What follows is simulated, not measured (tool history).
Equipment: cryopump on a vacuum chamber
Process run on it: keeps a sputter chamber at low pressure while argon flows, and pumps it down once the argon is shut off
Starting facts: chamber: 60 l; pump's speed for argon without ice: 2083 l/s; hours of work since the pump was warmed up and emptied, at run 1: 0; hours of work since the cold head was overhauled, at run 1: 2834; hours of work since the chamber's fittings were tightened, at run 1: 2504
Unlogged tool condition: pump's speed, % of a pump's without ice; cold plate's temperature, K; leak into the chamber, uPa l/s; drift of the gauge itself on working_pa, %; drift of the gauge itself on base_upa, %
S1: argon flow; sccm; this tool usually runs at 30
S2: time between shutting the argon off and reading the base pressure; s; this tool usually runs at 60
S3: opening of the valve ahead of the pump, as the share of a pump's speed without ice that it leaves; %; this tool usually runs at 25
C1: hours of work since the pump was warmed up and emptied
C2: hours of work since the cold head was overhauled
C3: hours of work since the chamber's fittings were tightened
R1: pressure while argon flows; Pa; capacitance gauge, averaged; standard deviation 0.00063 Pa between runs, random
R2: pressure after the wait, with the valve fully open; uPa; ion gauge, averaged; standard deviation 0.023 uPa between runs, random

{"run": 1, "day": 0.0, "S1": 30, "S2": 60, "S3": 25, "C1": 0, "C2": 2834, "C3": 2504, "R1": 0.0987, "R2": 2.16}
{"run": 2, "day": 4.183, "S1": 30, "S2": 60, "S3": 38, "C1": 73, "C2": 2907, "C3": 2577, "R1": 0.0654, "R2": 2.29}
{"run": 3, "day": 6.854, "S1": 30, "S2": 60, "S3": 38, "C1": 120, "C2": 2954, "C3": 2624, "R1": 0.0655, "R2": 2.34}
{"run": 4, "day": 9.85, "S1": 30, "S2": 60, "S3": 25, "C1": 173, "C2": 3007, "C3": 2677, "R1": 0.0998, "R2": 2.49}
{"run": 5, "day": 13.017, "S1": 30, "S2": 211, "S3": 25, "C1": 229, "C2": 3063, "C3": 2732, "R1": 0.102, "R2": 2.11}
{"day": 13.654, "done": "leaking fittings of the chamber tightened, without venting"}
{"run": 6, "day": 15.262, "S1": 30, "S2": 211, "S3": 25, "C1": 267, "C2": 3101, "C3": 28, "R1": 0.1015, "R2": 0.39}
{"run": 7, "day": 17.525, "S1": 30, "S2": 211, "S3": 25, "C1": 306, "C2": 3140, "C3": 68, "R1": 0.102, "R2": 0.44}
{"run": 8, "day": 21.038, "S1": 30, "S2": 211, "S3": 25, "C1": 368, "C2": 3202, "C3": 130, "R1": 0.1049, "R2": 0.54}
{"run": 9, "day": 24.05, "S1": 30, "S2": 60, "S3": 25, "C1": 421, "C2": 3255, "C3": 183, "R1": 0.1068, "R2": 0.99}
{"run": 10, "day": 26.317, "S1": 30, "S2": 60, "S3": 25, "C1": 461, "C2": 3295, "C3": 222, "R1": 0.1062, "R2": 1.04}
{"day": 30.388, "done": "pump warmed up, emptied and cooled again"}
{"run": 11, "day": 30.521, "S1": 30, "S2": 60, "S3": 25, "C1": 2, "C2": 3365, "C3": 293, "R1": 0.0968, "R2": 0.95}
{"run": 12, "day": 33.871, "S1": 30, "S2": 60, "S3": 25, "C1": 61, "C2": 3424, "C3": 351, "R1": 0.0991, "R2": 1.02}
{"run": 13, "day": 36.692, "S1": 16, "S2": 60, "S3": 25, "C1": 111, "C2": 3473, "C3": 401, "R1": 0.0534, "R2": 1.01}
{"run": 14, "day": 40.221, "S1": 16, "S2": 60, "S3": 25, "C1": 173, "C2": 3535, "C3": 463, "R1": 0.0535, "R2": 1.08}
{"run": 15, "day": 43.179, "S1": 30, "S2": 20, "S3": 25, "C1": 225, "C2": 3587, "C3": 515, "R1": 0.102, "R2": 2.29}
{"run": 16, "day": 45.304, "S1": 30, "S2": 60, "S3": 25, "C1": 262, "C2": 3624, "C3": 552, "R1": 0.103, "R2": 1.21}
{"run": 17, "day": 47.417, "S1": 30, "S2": 60, "S3": 25, "C1": 299, "C2": 3661, "C3": 589, "R1": 0.1041, "R2": 1.23}
{"run": 18, "day": 49.554, "S1": 56, "S2": 76, "S3": 25, "C1": 337, "C2": 3699, "C3": 627, "R1": 0.196, "R2": 1.12}
{"run": 19, "day": 53.533, "S1": 53, "S2": 29, "S3": 47, "C1": 406, "C2": 3769, "C3": 697, "R1": 0.1061, "R2": 2.04}
{"run": 20, "day": 56.246, "S1": 53, "S2": 29, "S3": 40, "C1": 454, "C2": 3816, "C3": 744, "R1": 0.1242, "R2": 2.08}
{"day": 60.883, "done": "pump warmed up, emptied and cooled again"}
{"run": 21, "day": 60.925, "S1": 53, "S2": 29, "S3": 40, "C1": 1, "C2": 3895, "C3": 823, "R1": 0.1096, "R2": 1.85}
{"run": 22, "day": 63.092, "S1": 46, "S2": 29, "S3": 25, "C1": 39, "C2": 3933, "C3": 861, "R1": 0.1508, "R2": 1.95}
{"run": 23, "day": 66.071, "S1": 23, "S2": 92, "S3": 25, "C1": 91, "C2": 3985, "C3": 913, "R1": 0.0762, "R2": 1.15}
{"run": 24, "day": 68.075, "S1": 41, "S2": 256, "S3": 22, "C1": 126, "C2": 4021, "C3": 948, "R1": 0.1564, "R2": 0.92}
{"run": 25, "day": 71.192, "S1": 48, "S2": 179, "S3": 35, "C1": 181, "C2": 4075, "C3": 1003, "R1": 0.1157, "R2": 1.04}
{"run": 26, "day": 75.05, "S1": 30, "S2": 117, "S3": 30, "C1": 249, "C2": 4143, "C3": 1071, "R1": 0.0864, "R2": 1.24}
{"run": 27, "day": 77.242, "S1": 30, "S2": 117, "S3": 30, "C1": 287, "C2": 4182, "C3": 1109, "R1": 0.0866, "R2": 1.26}
{"run": 28, "day": 79.875, "S1": 14, "S2": 135, "S3": 39, "C1": 334, "C2": 4228, "C3": 1156, "R1": 0.0322, "R2": 1.36}
{"run": 29, "day": 83.95, "S1": 16, "S2": 60, "S3": 40, "C1": 405, "C2": 4299, "C3": 1227, "R1": 0.0364, "R2": 1.73}
{"run": 30, "day": 86.821, "S1": 46, "S2": 87, "S3": 17, "C1": 456, "C2": 4350, "C3": 1277, "R1": 0.2331, "R2": 1.66}
{"run": 31, "day": 89.162, "S1": 46, "S2": 87, "S3": 17, "C1": 497, "C2": 4391, "C3": 1319, "R1": 0.2368, "R2": 1.74}
{"day": 91.288, "done": "pump warmed up, emptied and cooled again"}
{"run": 32, "day": 91.912, "S1": 41, "S2": 120, "S3": 48, "C1": 11, "C2": 4435, "C3": 1363, "R1": 0.0718, "R2": 1.29}

Table of differences, measured result less the result of that run with no hidden state. Run-to-run variation is the same in both. Gauge scatter possibly is not:
run=1 R1=+0.0005 R2=+1.43
run=2 R1=+0.0017 R2=+1.54
run=3 R1=+0.0024 R2=+1.61
run=4 R1=+0.0033 R2=+1.73
run=5 R1=+0.0044 R2=+1.8
run=6 R1=+0.005 R2=+0.09
run=7 R1=+0.0058 R2=+0.13
run=8 R1=+0.0072 R2=+0.19
run=9 R1=+0.0086 R2=+0.24
run=10 R1=+0.0097 R2=+0.28
run=11 R1=+0.0008 R2=+0.21
run=12 R1=+0.0017 R2=+0.26
run=13 R1=+0.0014 R2=+0.29
run=14 R1=+0.0019 R2=+0.35
run=15 R1=+0.0045 R2=+0.4
run=16 R1=+0.0053 R2=+0.45
run=17 R1=+0.0062 R2=+0.48
run=18 R1=+0.0132 R2=+0.53
run=19 R1=+0.0153 R2=+0.63
run=20 R1=+0.0173 R2=+0.69
run=21 R1=+0.0014 R2=+0.5
run=22 R1=+0.002 R2=+0.55
run=23 R1=+0.0017 R2=+0.59
run=24 R1=+0.0039 R2=+0.64
run=25 R1=+0.0059 R2=+0.7
run=26 R1=+0.005 R2=+0.78
run=27 R1=+0.0057 R2=+0.81
run=28 R1=+0.0031 R2=+0.9
run=29 R1=+0.0044 R2=+0.99
run=30 R1=+0.0147 R2=+1.1
run=31 R1=+0.0166 R2=+1.18
run=32 R1=+0.0016 R2=+0.83

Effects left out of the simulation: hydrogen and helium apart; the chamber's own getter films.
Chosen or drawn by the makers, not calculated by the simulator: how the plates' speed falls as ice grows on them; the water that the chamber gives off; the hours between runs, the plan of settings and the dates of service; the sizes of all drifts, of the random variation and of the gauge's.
